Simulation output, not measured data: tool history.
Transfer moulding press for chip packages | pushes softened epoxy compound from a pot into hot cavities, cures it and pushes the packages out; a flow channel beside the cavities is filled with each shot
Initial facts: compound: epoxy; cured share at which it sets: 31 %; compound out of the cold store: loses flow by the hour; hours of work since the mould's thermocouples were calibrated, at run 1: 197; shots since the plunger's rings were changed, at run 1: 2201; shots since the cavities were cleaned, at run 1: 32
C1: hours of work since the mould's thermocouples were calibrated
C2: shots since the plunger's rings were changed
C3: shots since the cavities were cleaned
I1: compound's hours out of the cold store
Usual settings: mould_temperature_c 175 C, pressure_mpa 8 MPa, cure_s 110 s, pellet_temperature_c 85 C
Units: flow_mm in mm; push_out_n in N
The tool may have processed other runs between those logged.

Run 1, hour 0: usual settings; C1 197; C2 2201; C3 32; I1 10.1. Result: flow_mm 872 mm, push_out_n 434 N.
Run 2, hour 12.2: usual settings; C1 207; C2 2359; C3 190; I1 15.3. Result: flow_mm 859 mm, push_out_n 476 N.
Run 3, hour 18.5: usual settings; C1 212; C2 2442; C3 273; I1 41.8. Result: flow_mm 774 mm, push_out_n 480 N.
Run 4, hour 29.5: usual settings; C1 221; C2 2585; C3 416; I1 21.3. Result: flow_mm 831 mm, push_out_n 525 N.
At hour 36.8: cavities cleaned with cleaning compound and waxed.
Run 5, hour 37.5: usual settings but pressure_mpa 6.45 MPa; C1 226; C2 2670; C3 9; I1 47.6. Result: flow_mm 680 mm, push_out_n 421 N.
Run 6, hour 47.8: usual settings but mould_temperature_c 177 C, pressure_mpa 6.45 MPa; C1 234; C2 2805; C3 144; I1 26.3. Result: flow_mm 730 mm, push_out_n 451 N.
Run 7, hour 57.1: usual settings; C1 241; C2 2925; C3 264; I1 18.4. Result: flow_mm 838 mm, push_out_n 519 N.
At hour 70.4: plunger's sealing rings changed.
Run 8, hour 71.7: usual settings; C1 251; C2 18; C3 423; I1 14.2. Result: flow_mm 882 mm, push_out_n 518 N.
At hour 77.8: cavities cleaned with cleaning compound and waxed.
Run 9, hour 81.6: usual settings; C1 257; C2 127; C3 50; I1 47.4. Result: flow_mm 781 mm, push_out_n 428 N.
Run 10, hour 90.3: usual settings; C1 264; C2 241; C3 164; I1 31. Result: flow_mm 820 mm, push_out_n 458 N.
Run 11, hour 96.5: usual settings; C1 269; C2 322; C3 245; I1 45.4. Result: flow_mm 788 mm, push_out_n 463 N.
Run 12, hour 108.6: usual settings but pressure_mpa 9.36 MPa; C1 279; C2 478; C3 401; I1 45.7. Result: flow_mm 849 mm, push_out_n 501 N.
At hour 116.6: cavities cleaned with cleaning compound and waxed.
Run 13, hour 122: usual settings but pressure_mpa 9.36 MPa; C1 288; C2 634; C3 71; I1 13.9. Result: flow_mm 944 mm, push_out_n 473 N.
Run 14, hour 134.4: usual settings but mould_temperature_c 167 C, pressure_mpa 9.36 MPa; C1 298; C2 795; C3 232; I1 20.8. Result: flow_mm 953 mm, push_out_n 812 N.
Run 15, hour 144.5: usual settings but mould_temperature_c 167 C, pressure_mpa 9.36 MPa; C1 306; C2 927; C3 364; I1 31.3. Result: flow_mm 924 mm, push_out_n 852 N.
Run 16, hour 152.9: usual settings but mould_temperature_c 167 C, pressure_mpa 9.36 MPa; C1 312; C2 1036; C3 473; I1 43.7. Result: flow_mm 882 mm, push_out_n 844 N.
At hour 155: cavities cleaned with cleaning compound and waxed.
Run 17, hour 163.3: usual settings but mould_temperature_c 167 C, pressure_mpa 9.65 MPa, cure_s 132 s; C1 319; C2 1154; C3 109; I1 22.6. Result: flow_mm 964 mm, push_out_n 529 N.
Run 18, hour 168.8: usual settings but mould_temperature_c 167 C, pressure_mpa 9.65 MPa, cure_s 132 s; C1 324; C2 1225; C3 180; I1 43.1. Result: flow_mm 885 mm, push_out_n 547 N.
At hour 171.9: mould's thermocouples calibrated.
Run 19, hour 177: usual settings but cure_s 145 s, pellet_temperature_c 92 C; C1 4; C2 1306; C3 261; I1 47.6. Result: flow_mm 765 mm, push_out_n 425 N.
Run 20, hour 188: usual settings but pressure_mpa 6.48 MPa, cure_s 145 s, pellet_temperature_c 82 C; C1 13; C2 1450; C3 405; I1 17.2. Result: flow_mm 768 mm, push_out_n 462 N.
At hour 195.8: cavities cleaned with cleaning compound and waxed.
Run 21, hour 196.9: usual settings but mould_temperature_c 169 C, pellet_temperature_c 79 C; C1 19; C2 1546; C3 15; I1 13.1. Result: flow_mm 891 mm, push_out_n 641 N.
Run 22, hour 204.7: usual settings but mould_temperature_c 179 C, cure_s 106 s, pellet_temperature_c 78 C; C1 25; C2 1646; C3 115; I1 17.6. Result: flow_mm 841 mm, push_out_n 423 N.
Run 23, hour 212.9: usual settings but mould_temperature_c 179 C, cure_s 106 s, pellet_temperature_c 76 C; C1 31; C2 1754; C3 223; I1 20.4. Result: flow_mm 825 mm, push_out_n 456 N.
Run 24, hour 220.4: usual settings but mould_temperature_c 178 C, cure_s 106 s, pellet_temperature_c 84 C; C1 37; C2 1852; C3 321; I1 12.2. Result: flow_mm 858 mm, push_out_n 487 N.
Run 25, hour 230.3: usual settings but mould_temperature_c 177 C, pressure_mpa 9.09 MPa, cure_s 101 s, pellet_temperature_c 91 C; C1 45; C2 1981; C3 450; I1 46.6. Result: flow_mm 810 mm, push_out_n 529 N.
At hour 234.5: cavities cleaned with cleaning compound and waxed.
At hour 238.5: mould's thermocouples calibrated, once more.
Run 26, hour 242.8: usual settings but mould_temperature_c 177 C, pressure_mpa 9.09 MPa, cure_s 101 s, pellet_temperature_c 91 C; C1 3; C2 2098; C3 82; I1 24.1. Result: flow_mm 877 mm, push_out_n 449 N.
Run 27, hour 250.6: usual settings but mould_temperature_c 177 C, pressure_mpa 9.09 MPa, cure_s 101 s, pellet_temperature_c 91 C; C1 10; C2 2200; C3 184; I1 45.3. Result: flow_mm 813 mm, push_out_n 466 N.
Run 28, hour 261.1: usual settings but mould_temperature_c 167 C, cure_s 107 s; C1 18; C2 2336; C3 320; I1 9.2. Result: flow_mm 905 mm, push_out_n 963 N.

Below are 3 alternative next runs, each starting from the tool's condition after run 28. Predict each:
Run A, hour 266.6: usual settings but mould_temperature_c 167 C, pressure_mpa 8.83 MPa, cure_s 107 s; C1 22; C2 2409; C3 393; I1 16.8. Result: flow_mm ?, push_out_n ?.
Run B, hour 266.6: usual settings but mould_temperature_c 167 C, cure_s 107 s, pellet_temperature_c 78 C; C1 22; C2 2409; C3 393; I1 21.2. Result: flow_mm ?, push_out_n ?.
Run C, hour 266.6: usual settings but mould_temperature_c 167 C, cure_s 137 s, pellet_temperature_c 87 C; C1 22; C2 2409; C3 393; I1 23.1. Result: flow_mm ?, push_out_n ?.

run  flow_mm  push_out_n
  A      922         940
  B      867         964
  C      862         591
With the hidden condition removed and each run's random variation left untouched, the same runs would have given:
run  flow_mm  push_out_n
  A      948         765
  B      891         783
  C      886         483
